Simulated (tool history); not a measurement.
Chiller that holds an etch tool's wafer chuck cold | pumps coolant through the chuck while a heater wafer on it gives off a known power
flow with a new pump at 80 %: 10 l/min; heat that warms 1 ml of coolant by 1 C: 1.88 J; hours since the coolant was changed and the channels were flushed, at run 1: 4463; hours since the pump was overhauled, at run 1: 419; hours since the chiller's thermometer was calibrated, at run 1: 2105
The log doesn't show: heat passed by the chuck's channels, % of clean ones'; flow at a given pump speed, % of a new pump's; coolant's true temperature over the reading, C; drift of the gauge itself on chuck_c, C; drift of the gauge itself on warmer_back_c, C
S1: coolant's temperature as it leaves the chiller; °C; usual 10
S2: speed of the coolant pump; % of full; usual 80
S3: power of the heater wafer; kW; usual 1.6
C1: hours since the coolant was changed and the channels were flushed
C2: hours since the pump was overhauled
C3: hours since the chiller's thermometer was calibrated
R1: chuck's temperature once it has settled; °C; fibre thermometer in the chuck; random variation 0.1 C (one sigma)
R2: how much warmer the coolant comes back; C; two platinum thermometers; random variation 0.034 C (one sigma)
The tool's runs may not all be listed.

Run 1, hour 0: usual settings; C1 4463; C2 419; C3 2105. Result: R1 30.1 °C, R2 5.04 C.
Run 2, hour 62.8: usual settings; C1 4526; C2 482; C3 2167. Result: R1 30.4 °C, R2 5.11 C.
Run 3, hour 123.4: usual settings; C1 4586; C2 543; C3 2228. Result: R1 30.3 °C, R2 5 C.
Run 4, hour 188.7: usual settings; C1 4652; C2 608; C3 2293. Result: R1 30.3 °C, R2 5.1 C.
Run 5, hour 255.7: usual settings but S2 66 % of full; C1 4719; C2 675; C3 2360. Result: R1 32.9 °C, R2 6.24 C.
Run 6, hour 300.9: usual settings but S3 2.363 kW; C1 4764; C2 720; C3 2405. Result: R1 40.3 °C, R2 7.52 C.
Run 7, hour 359: usual settings but S3 2.363 kW; C1 4822; C2 778; C3 2464. Result: R1 40.2 °C, R2 7.59 C.
Run 8, hour 426.1: usual settings but S2 99 % of full; C1 4889; C2 845; C3 2531. Result: R1 27.9 °C, R2 4.09 C.
Run 9, hour 491.4: usual settings but S2 99 % of full; C1 4954; C2 911; C3 2596. Result: R1 28.1 °C, R2 4.04 C.
Run 10, hour 564.3: usual settings; C1 5027; C2 984; C3 2669. Result: R1 30.5 °C, R2 5.09 C.
Run 11, hour 617.4: usual settings; C1 5080; C2 1037; C3 2722. Result: R1 30.6 °C, R2 5.01 C.
Run 12, hour 652.4: usual settings; C1 5115; C2 1072; C3 2757. Result: R1 30.5 °C, R2 5.14 C.
Run 13, hour 714.7: usual settings; C1 5178; C2 1134; C3 2819. Result: R1 30.7 °C, R2 5.13 C.
Run 14, hour 781.1: usual settings; C1 5244; C2 1200; C3 2886. Result: R1 30.6 °C, R2 5.1 C.
Run 15, hour 859.4: usual settings but S1 4 °C; C1 5322; C2 1279; C3 2964. Result: R1 24.7 °C, R2 5.11 C.
Run 16, hour 892.2: usual settings; C1 5355; C2 1311; C3 2997. Result: R1 30.7 °C, R2 5.14 C.
Run 17, hour 925.3: usual settings; C1 5388; C2 1345; C3 3030. Result: R1 30.9 °C, R2 5.08 C.
Run 18, hour 970.5: usual settings; C1 5433; C2 1390; C3 3075. Result: R1 30.7 °C, R2 5.1 C.
Run 19, hour 1027.7: usual settings; C1 5491; C2 1447; C3 3132. Result: R1 30.7 °C, R2 5.11 C.
Run 20, hour 1060: usual settings; C1 5523; C2 1479; C3 3165. Result: R1 30.9 °C, R2 5.12 C.
Run 21, hour 1137.9: usual settings; C1 5601; C2 1557; C3 3242. Result: R1 30.9 °C, R2 5.1 C.
Run 22, hour 1216.8: usual settings but S1 2 °C, S2 76 % of full, S3 1.147 kW; C1 5680; C2 1636; C3 3321. Result: R1 17.3 °C, R2 3.91 C.
Run 23, hour 1260.5: usual settings but S1 7 °C, S2 99 % of full, S3 1.459 kW; C1 5724; C2 1680; C3 3365. Result: R1 23.7 °C, R2 3.72 C.
Run 24, hour 1337.7: usual settings but S1 18 °C, S3 1.501 kW; C1 5801; C2 1757; C3 3442. Result: R1 37.8 °C, R2 4.78 C.
Run 25, hour 1378.3: usual settings but S1 3 °C; C1 5841; C2 1798; C3 3483. Result: R1 24.1 °C, R2 5.21 C.

Run 26 comes next. What will it give?
Run 26, hour 1432.1: usual settings but S1 0 °C, S2 92 % of full, S3 1.279 kW; C1 5895; C2 1851; C3 3537. Result: R1 ?, R2 ?.

R1: 15.3 °C
R2: 3.58 C
Without the tool's hidden state the same run would have given R1 13.2 °C, R2 3.55 C.
